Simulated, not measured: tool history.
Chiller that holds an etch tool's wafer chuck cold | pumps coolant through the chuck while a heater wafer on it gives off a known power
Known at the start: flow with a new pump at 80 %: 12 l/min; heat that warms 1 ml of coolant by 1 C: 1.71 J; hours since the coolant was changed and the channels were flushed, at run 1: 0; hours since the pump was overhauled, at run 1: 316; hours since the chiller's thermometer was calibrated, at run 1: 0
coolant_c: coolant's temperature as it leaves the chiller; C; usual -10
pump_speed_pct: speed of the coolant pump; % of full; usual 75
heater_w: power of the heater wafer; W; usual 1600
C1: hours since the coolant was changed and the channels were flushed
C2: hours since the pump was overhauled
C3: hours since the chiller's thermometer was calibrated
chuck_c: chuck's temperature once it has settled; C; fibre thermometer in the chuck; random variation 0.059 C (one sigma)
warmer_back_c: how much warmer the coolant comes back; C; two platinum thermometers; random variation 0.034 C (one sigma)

run 1 hour=0.0 | coolant_c=-10 pump_speed_pct=75 heater_w=1600 | C1=0 C2=316 C3=0 | chuck_c=1.71 warmer_back_c=5.00
run 2 hour=18.7 | coolant_c=-10 pump_speed_pct=88 heater_w=1600 | C1=19 C2=335 C3=19 | chuck_c=0.29 warmer_back_c=4.20
run 3 hour=36.2 | coolant_c=-10 pump_speed_pct=88 heater_w=1600 | C1=36 C2=352 C3=36 | chuck_c=0.20 warmer_back_c=4.21
run 4 hour=68.0 | coolant_c=-10 pump_speed_pct=85 heater_w=1600 | C1=68 C2=384 C3=68 | chuck_c=0.56 warmer_back_c=4.40
run 5 hour=89.1 | coolant_c=-10 pump_speed_pct=75 heater_w=1600 | C1=89 C2=405 C3=89 | chuck_c=1.56 warmer_back_c=5.05
run 6 hour=127.1 | coolant_c=-10 pump_speed_pct=75 heater_w=1600 | C1=127 C2=443 C3=127 | chuck_c=1.59 warmer_back_c=5.03
run 7 hour=145.7 | coolant_c=-5 pump_speed_pct=75 heater_w=1600 | C1=146 C2=462 C3=146 | chuck_c=6.63 warmer_back_c=5.00
run 8 hour=179.0 | coolant_c=-5 pump_speed_pct=75 heater_w=1600 | C1=179 C2=495 C3=179 | chuck_c=6.51 warmer_back_c=4.96
run 9 hour=216.9 | coolant_c=-5 pump_speed_pct=75 heater_w=1600 | C1=217 C2=533 C3=217 | chuck_c=6.64 warmer_back_c=5.00
run 10 hour=235.5 | coolant_c=-10 pump_speed_pct=75 heater_w=1600 | C1=236 C2=552 C3=236 | chuck_c=1.55 warmer_back_c=5.12
run 11 hour=263.4 | coolant_c=-10 pump_speed_pct=75 heater_w=1600 | C1=263 C2=580 C3=263 | chuck_c=1.58 warmer_back_c=4.99
run 12 hour=291.2 | coolant_c=-10 pump_speed_pct=75 heater_w=1590 | C1=291 C2=607 C3=291 | chuck_c=1.51 warmer_back_c=4.97
run 13 hour=324.7 | coolant_c=-10 pump_speed_pct=75 heater_w=1590 | C1=325 C2=641 C3=325 | chuck_c=1.42 warmer_back_c=4.99
run 14 hour=345.1 | coolant_c=-10 pump_speed_pct=75 heater_w=1600 | C1=345 C2=661 C3=345 | chuck_c=1.68 warmer_back_c=5.00
run 15 hour=372.5 | coolant_c=-10 pump_speed_pct=64 heater_w=1600 | C1=373 C2=689 C3=373 | chuck_c=3.21 warmer_back_c=5.93
run 16 hour=391.7 | coolant_c=-10 pump_speed_pct=75 heater_w=1600 | C1=392 C2=708 C3=392 | chuck_c=1.50 warmer_back_c=5.01
run 17 hour=427.1 | coolant_c=-15 pump_speed_pct=69 heater_w=1600 | C1=427 C2=743 C3=427 | chuck_c=-2.66 warmer_back_c=5.47
run 18 hour=462.3 | coolant_c=-15 pump_speed_pct=62 heater_w=1770 | C1=462 C2=779 C3=462 | chuck_c=-0.12 warmer_back_c=6.74
run 19 hour=497.2 | coolant_c=-15 pump_speed_pct=100 heater_w=1678 | C1=497 C2=813 C3=497 | chuck_c=-5.24 warmer_back_c=3.88
run 20 hour=523.8 | coolant_c=-15 pump_speed_pct=71 heater_w=2265 | C1=524 C2=840 C3=524 | chuck_c=2.11 warmer_back_c=7.55
run 21 hour=541.9 | coolant_c=-16 pump_speed_pct=75 heater_w=2047 | C1=542 C2=858 C3=542 | chuck_c=-1.21 warmer_back_c=6.43
run 22 hour=566.2 | coolant_c=-11 pump_speed_pct=89 heater_w=1600 | C1=566 C2=882 C3=566 | chuck_c=-0.78 warmer_back_c=4.16
run 23 hour=602.0 | coolant_c=-11 pump_speed_pct=92 heater_w=2049 | C1=602 C2=918 C3=602 | chuck_c=1.61 warmer_back_c=5.16
run 24 hour=619.5 | coolant_c=-3 pump_speed_pct=77 heater_w=1782 | C1=620 C2=936 C3=620 | chuck_c=9.65 warmer_back_c=5.41
run 25 hour=635.7 | coolant_c=-5 pump_speed_pct=75 heater_w=2225 | C1=636 C2=952 C3=636 | chuck_c=11.15 warmer_back_c=7.04

The next listed run, before its measurement:
run 26 hour=669.5 | coolant_c=-5 pump_speed_pct=75 heater_w=2225 | C1=669 C2=986 C3=669 | chuck_c=? warmer_back_c=?

chuck_c: 11.14 C
warmer_back_c: 6.98 C
Without the tool's hidden state the same run would have given chuck_c 11.13 C, warmer_back_c 6.98 C.
